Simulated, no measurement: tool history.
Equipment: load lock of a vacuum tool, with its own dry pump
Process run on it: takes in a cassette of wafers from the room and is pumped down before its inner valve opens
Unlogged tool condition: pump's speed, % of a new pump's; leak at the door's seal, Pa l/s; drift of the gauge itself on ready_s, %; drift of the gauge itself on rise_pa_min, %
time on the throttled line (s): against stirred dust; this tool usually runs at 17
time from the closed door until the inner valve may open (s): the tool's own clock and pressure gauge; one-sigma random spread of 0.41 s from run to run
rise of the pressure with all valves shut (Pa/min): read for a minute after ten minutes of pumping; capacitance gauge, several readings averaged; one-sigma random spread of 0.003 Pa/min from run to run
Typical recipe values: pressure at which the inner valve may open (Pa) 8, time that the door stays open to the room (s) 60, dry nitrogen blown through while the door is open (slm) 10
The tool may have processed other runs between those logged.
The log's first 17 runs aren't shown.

| run | hour | time on the throttled line (s) | pressure at which the inner valve may open (Pa) | time that the door stays open to the room (s) | dry nitrogen blown through while the door is open (slm) | hours that the pump has run since its overhaul | times that the door has closed on its seal | incoming humidity of the room's air, % | time from the closed door until the inner valve may open (s) | rise of the pressure with all valves shut (Pa/min) |
|---|---|---|---|---|---|---|---|---|---|---|
| 18 | 2596.8 | 27 | 10 | 76 | 27 | 5399 | 3616 | 44 | 55.9 | 0.043 |
| 19 | 2711 | 17 | 15 | 60 | 10 | 5513 | 3900 | 44.7 | 46 | 0.061 |
| 20 | 2884.4 | 17 | 15 | 60 | 10 | 5687 | 4330 | 46.7 | 46.2 | 0.06 |
| 21 | 2981.5 | 17 | 15 | 60 | 10 | 5784 | 4571 | 45.8 | 46.7 | 0.065 |
| 22 | 3126.8 | 17 | 16 | 60 | 42 | 5929 | 4932 | 46.4 | 46.5 | 0.043 |
| 23 | 3314.9 | 17 | 14 | 60 | 11 | 6117 | 5399 | 42.8 | 47 | 0.063 |
| 24 | 3514.7 | 17 | 14 | 60 | 5 | 6317 | 5895 | 43.6 | 46.3 | 0.07 |
| 25 | 3667.3 | 22 | 8 | 27 | 10 | 6470 | 6273 | 47.1 | 53.4 | 0.058 |
| 26 | 3812.8 | 22 | 8 | 27 | 10 | 6615 | 6635 | 45.6 | 53 | 0.056 |
| 27 | 3961 | 22 | 9 | 27 | 26 | 6763 | 7002 | 49.3 | 53.4 | 0.05 |
| 28 | 4138.8 | 22 | 9 | 27 | 26 | 6941 | 7444 | 46.2 | 53 | 0.052 |
| 29 | 4328.1 | 22 | 9 | 27 | 26 | 7130 | 7914 | 46.5 | 52.8 | 0.052 |
| 30 | 4474.3 | 17 | 8 | 60 | 7 | 7277 | 8277 | 44.2 | 49.9 | 0.083 |
| 31 | 4570.3 | 17 | 8 | 60 | 7 | 7373 | 8515 | 45 | 50.3 | 0.087 |
| 32 | 4720.2 | 17 | 8 | 60 | 7 | 7523 | 8887 | 44.2 | 49.5 | 0.088 |
| 33 | 4929.8 | 17 | 8 | 60 | 11 | 7732 | 9407 | 46.9 | 49.9 | 0.086 |

Alternative continuations, all from the tool just after run 33; predict every row:
| A | 5124.7 | 17 | 7 | 117 | 11 | 7927 | 9891 | 47.5 | ? | ? |
| B | 5124.7 | 22 | 8 | 60 | 11 | 7927 | 9891 | 46 | ? | ? |
| C | 5124.7 | 21 | 10 | 104 | 11 | 7927 | 9891 | 47.4 | ? | ? |

| run | time from the closed door until the inner valve may open (s) | rise of the pressure with all valves shut (Pa/min) |
|---|---|---|
| A | 50.8 | 0.109 |
| B | 52.8 | 0.09 |
| C | 51.4 | 0.102 |
What these runs would have given with no unlogged condition in the tool:
| run | time from the closed door until the inner valve may open (s) | rise of the pressure with all valves shut (Pa/min) |
|---|---|---|
| A | 47.1 | 0.069 |
| B | 49.5 | 0.049 |
| C | 48.2 | 0.061 |
